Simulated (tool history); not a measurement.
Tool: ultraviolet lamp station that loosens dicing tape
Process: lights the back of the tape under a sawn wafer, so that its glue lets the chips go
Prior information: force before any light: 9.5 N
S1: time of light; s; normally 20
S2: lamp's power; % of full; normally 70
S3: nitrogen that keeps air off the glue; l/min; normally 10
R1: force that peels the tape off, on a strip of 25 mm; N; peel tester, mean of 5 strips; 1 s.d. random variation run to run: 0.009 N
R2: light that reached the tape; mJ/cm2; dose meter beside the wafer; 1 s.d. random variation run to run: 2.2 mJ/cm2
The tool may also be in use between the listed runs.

run	hour	S1	S2	S3	R1	R2
1	0	20	70	10	0.442	184
2	12.5	20	70	10	0.471	186
3	21.1	20	70	20	0.338	181
4	36.3	20	70	20	0.345	183
5	46.7	20	70	7	0.591	185
6	61.3	20	70	10	0.483	185
7	69.1	30	70	10	0.173	272
8	76.8	30	70	10	0.167	275
9	87.1	30	70	10	0.18	273
10	104.7	20	82	10	0.328	214
11	118.6	14	70	10	1.11	126
12	136.7	14	70	10	1.123	125
13	150.9	14	70	10	1.111	126
14	168	20	70	10	0.505	180
15	178.3	20	70	10	0.482	184
16	186	20	70	10	0.492	178
17	194.9	20	70	10	0.514	180
18	202.5	20	70	10	0.524	179
# hour 204.1: window cleaned of glue's vapour
19	215.7	20	70	10	0.529	176
20	224.2	20	70	10	0.512	178
21	238	20	82	10	0.35	209
22	254.4	20	82	10	0.35	206
23	262.6	11	70	6	2.15	94
# hour 268.4: window cleaned of glue's vapour, once more
24	279.4	11	70	6	2.009	97
25	290.3	11	70	6	1.973	97
26	300.8	11	61	6	2.478	88
27	317.7	11	61	6	2.485	88
28	332.7	14	71	4	1.583	130
29	348.9	14	71	4	1.6	132
30	366.6	14	71	18	0.86	127
31	375.4	14	71	18	0.883	131
32	392.5	23	62	7	0.575	183
33	400.7	24	77	12	0.23	237
34	418.8	26	91	14	0.13	305
35	431.4	26	91	14	0.123	304
36	445.9	36	97	14	0.096	441
37	461.8	20	82	8	0.368	213
38	475.7	29	66	10	0.234	246
39	489.6	16	66	10	0.946	131
40	504.1	20	86	6	0.402	211
41	516.6	38	68	6	0.161	326
42	525.3	38	68	6	0.157	328
43	543	38	68	6	0.158	326

Alternative continuations, all from the tool just after run 43; predict every row:
A	557.1	16	85	6	?	?
B	557.1	38	79	6	?	?
C	557.1	38	66	5	?	?

run	R1	R2
A	0.787	169
B	0.128	369
C	0.181	315
Without the tool's unlogged condition, the same runs would have read:
run	R1	R2
A	0.561	195
B	0.112	425
C	0.137	363
